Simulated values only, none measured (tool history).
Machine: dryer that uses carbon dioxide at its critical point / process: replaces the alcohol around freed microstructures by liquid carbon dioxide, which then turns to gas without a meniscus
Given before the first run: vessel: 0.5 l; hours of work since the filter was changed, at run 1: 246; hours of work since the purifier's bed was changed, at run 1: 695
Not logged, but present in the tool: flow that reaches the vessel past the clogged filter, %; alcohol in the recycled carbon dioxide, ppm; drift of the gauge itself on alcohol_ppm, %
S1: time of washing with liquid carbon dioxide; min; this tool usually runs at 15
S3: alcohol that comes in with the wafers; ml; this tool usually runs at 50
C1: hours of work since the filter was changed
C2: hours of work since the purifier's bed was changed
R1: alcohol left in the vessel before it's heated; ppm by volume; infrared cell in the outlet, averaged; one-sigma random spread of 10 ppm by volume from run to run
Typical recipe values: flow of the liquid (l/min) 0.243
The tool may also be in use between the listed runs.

Run 1, hour 0.0: usual settings; C1 246; C2 695. Result: R1 1265 ppm by volume.
At hour 43.6: purifier's bed changed.
Run 2, hour 57.0: usual settings but S3 69 ml; C1 270; C2 6. Result: R1 1488 ppm by volume.
Run 3, hour 108.6: usual settings but flow of the liquid (l/min) 0.160; C1 293; C2 29. Result: R1 5020 ppm by volume.
Run 4, hour 139.7: usual settings but flow of the liquid (l/min) 0.160; C1 307; C2 43. Result: R1 4964 ppm by volume.
Run 5, hour 184.1: usual settings but flow of the liquid (l/min) 0.160; C1 327; C2 63. Result: R1 5264 ppm by volume.
Run 6, hour 246.9: usual settings but flow of the liquid (l/min) 0.160; C1 355; C2 91. Result: R1 5584 ppm by volume.
Run 7, hour 298.4: usual settings but S3 104 ml; C1 378; C2 114. Result: R1 2865 ppm by volume.
At hour 328.1: inlet filter changed.
Run 8, hour 359.3: usual settings but S3 104 ml; C1 14; C2 141. Result: R1 1282 ppm by volume.
Run 9, hour 417.6: usual settings but S1 10 min, S3 20 ml; C1 40; C2 167. Result: R1 1410 ppm by volume.
Run 10, hour 471.8: usual settings but S1 10 min, S3 20 ml; C1 64; C2 191. Result: R1 1497 ppm by volume.
Run 11, hour 505.5: usual settings but S1 10 min, flow of the liquid (l/min) 0.339, S3 32 ml; C1 79; C2 206. Result: R1 725 ppm by volume.
Run 12, hour 569.9: usual settings but S1 10 min, flow of the liquid (l/min) 0.339, S3 32 ml; C1 108; C2 235. Result: R1 789 ppm by volume.
Run 13, hour 618.8: usual settings but S1 10 min, flow of the liquid (l/min) 0.339, S3 32 ml; C1 130; C2 257. Result: R1 848 ppm by volume.
Run 14, hour 683.3: usual settings but S1 19 min, flow of the liquid (l/min) 0.183, S3 32 ml; C1 159; C2 286. Result: R1 758 ppm by volume.

Below are 4 alternative next runs, each starting from the tool's condition after run 14. Predict each:
Run A, hour 722.9: usual settings but flow of the liquid (l/min) 0.360; C1 177; C2 303. Result: R1 ?.
Run B, hour 722.9: usual settings but flow of the liquid (l/min) 0.216, S3 22 ml; C1 177; C2 303. Result: R1 ?.
Run C, hour 722.9: usual settings but S1 22 min, flow of the liquid (l/min) 0.183, S3 102 ml; C1 177; C2 303. Result: R1 ?.
Run D, hour 722.9: usual settings but S1 12 min, flow of the liquid (l/min) 0.160, S3 110 ml; C1 177; C2 303. Result: R1 ?.

run     R1
  A    206
  B    756
  C   1148
  D  17562
Without the tool's hidden state the same runs would have given:
run     R1
  A     56
  B    449
  C    656
  D  13978

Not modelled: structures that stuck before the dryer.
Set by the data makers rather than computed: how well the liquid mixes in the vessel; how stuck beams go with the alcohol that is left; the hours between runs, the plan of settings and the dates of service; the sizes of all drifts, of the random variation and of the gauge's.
